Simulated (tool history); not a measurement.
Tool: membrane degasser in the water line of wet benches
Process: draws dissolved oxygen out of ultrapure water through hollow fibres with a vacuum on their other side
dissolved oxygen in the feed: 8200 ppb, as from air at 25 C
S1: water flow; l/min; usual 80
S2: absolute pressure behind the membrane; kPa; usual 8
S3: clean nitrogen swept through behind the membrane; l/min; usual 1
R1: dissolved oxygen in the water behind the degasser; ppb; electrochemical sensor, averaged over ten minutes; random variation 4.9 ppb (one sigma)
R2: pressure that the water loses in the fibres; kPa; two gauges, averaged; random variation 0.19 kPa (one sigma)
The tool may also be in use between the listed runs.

Run 1, hour 0: usual settings. Result: R1 617.5 ppb, R2 39.37 kPa.
Run 2, hour 132.7: usual settings. Result: R1 617.9 ppb, R2 38.92 kPa.
Run 3, hour 277.9: usual settings. Result: R1 617 ppb, R2 39.4 kPa.
Run 4, hour 500.2: usual settings but S1 73 l/min. Result: R1 578.5 ppb, R2 35.94 kPa.
Run 5, hour 643.6: usual settings but S1 73 l/min. Result: R1 576.4 ppb, R2 36.03 kPa.
Run 6, hour 879.8: usual settings but S1 73 l/min. Result: R1 575.9 ppb, R2 36.12 kPa.
Run 7, hour 1074.2: usual settings. Result: R1 624 ppb, R2 39.54 kPa.
Run 8, hour 1286.6: usual settings. Result: R1 624.1 ppb, R2 39.57 kPa.
Run 9, hour 1494.1: usual settings but S2 18.72 kPa. Result: R1 1748.9 ppb, R2 39.89 kPa.
Run 10, hour 1630.9: usual settings but S2 4.89 kPa. Result: R1 248.1 ppb, R2 39.92 kPa.
Run 11, hour 1818.5: usual settings. Result: R1 629.3 ppb, R2 39.95 kPa.
At hour 1861.4: seals of the vacuum lines changed.
Run 12, hour 1975.3: usual settings. Result: R1 633.8 ppb, R2 39.97 kPa.
Run 13, hour 2125.5: usual settings. Result: R1 636.7 ppb, R2 39.73 kPa.
Run 14, hour 2359.6: usual settings. Result: R1 640.4 ppb, R2 39.86 kPa.
At hour 2537.9: vacuum gauge calibrated.
Run 15, hour 2571.6: usual settings. Result: R1 642.2 ppb, R2 40.12 kPa.
Run 16, hour 2750: usual settings but S2 7.37 kPa. Result: R1 568.1 ppb, R2 39.87 kPa.
Run 17, hour 2907.1: usual settings but S2 7.37 kPa. Result: R1 571.8 ppb, R2 40.07 kPa.
Run 18, hour 3047: usual settings but S2 7.37 kPa. Result: R1 579.1 ppb, R2 39.88 kPa.
Run 19, hour 3181.2: usual settings but S3 2.44 l/min. Result: R1 344.4 ppb, R2 40.43 kPa.
Run 20, hour 3423.9: usual settings but S3 2.44 l/min. Result: R1 347.8 ppb, R2 40.32 kPa.
Run 21, hour 3561.9: usual settings but S1 81 l/min, S2 6.34 kPa, S3 0.74 l/min. Result: R1 546.5 ppb, R2 41.06 kPa.
Run 22, hour 3669.9: usual settings but S2 8.14 kPa, S3 2.27 l/min. Result: R1 377.9 ppb, R2 40.27 kPa.
Run 23, hour 3888.7: usual settings but S2 8.14 kPa, S3 2.27 l/min. Result: R1 372.6 ppb, R2 40.47 kPa.
Run 24, hour 4016.8: usual settings but S1 118 l/min, S2 12.9 kPa. Result: R1 1543.5 ppb, R2 59.88 kPa.
At hour 4047.4: vacuum gauge calibrated, once more.
Run 25, hour 4145.1: usual settings but S1 54 l/min, S2 12.9 kPa, S3 0.51 l/min. Result: R1 1373.5 ppb, R2 27.09 kPa.
Run 26, hour 4360.8: usual settings but S1 54 l/min, S2 12.9 kPa, S3 0.51 l/min. Result: R1 1354.8 ppb, R2 27.43 kPa.
Run 27, hour 4467.9: usual settings but S1 122 l/min, S2 7.62 kPa, S3 1.15 l/min. Result: R1 700.8 ppb, R2 61.72 kPa.
Run 28, hour 4619: usual settings but S1 63 l/min, S2 8.31 kPa, S3 1.15 l/min. Result: R1 500 ppb, R2 31.79 kPa.
Run 29, hour 4862.6: usual settings but S1 51 l/min, S2 12.71 kPa, S3 0.53 l/min. Result: R1 1288.9 ppb, R2 25.95 kPa.
Run 30, hour 5017.9: usual settings but S1 97 l/min, S2 12.71 kPa, S3 0.53 l/min. Result: R1 1794.3 ppb, R2 49.53 kPa.
Run 31, hour 5183: usual settings but S1 97 l/min, S2 12.71 kPa, S3 0.53 l/min. Result: R1 1810.2 ppb, R2 49.64 kPa.
Run 32, hour 5382.7: usual settings but S1 97 l/min, S2 15.81 kPa, S3 0.53 l/min. Result: R1 2308.8 ppb, R2 49.29 kPa.

4 ways to go on from here, each from the tool as it stands after run 32. What would each give?
Run A, hour 5509.4: usual settings but S1 78 l/min, S2 16.43 kPa, S3 1.41 l/min. Result: R1 ?, R2 ?.
Run B, hour 5509.4: usual settings but S1 107 l/min, S2 16.77 kPa, S3 1.46 l/min. Result: R1 ?, R2 ?.
Run C, hour 5509.4: usual settings but S1 50 l/min, S2 15.81 kPa, S3 0.56 l/min. Result: R1 ?, R2 ?.
Run D, hour 5509.4: usual settings but S1 57 l/min, S2 15.81 kPa, S3 0.53 l/min. Result: R1 ?, R2 ?.

run      R1     R2
  A  1212.7  39.63
  B  1511.8  54.05
  C  1561.1  25.78
  D    1767  28.96
Without the tool's hidden state the same runs would have given:
run      R1     R2
  A  1204.9  37.28
  B  1501.4  50.83
  C  1562.3  24.27
  D  1770.8  27.24
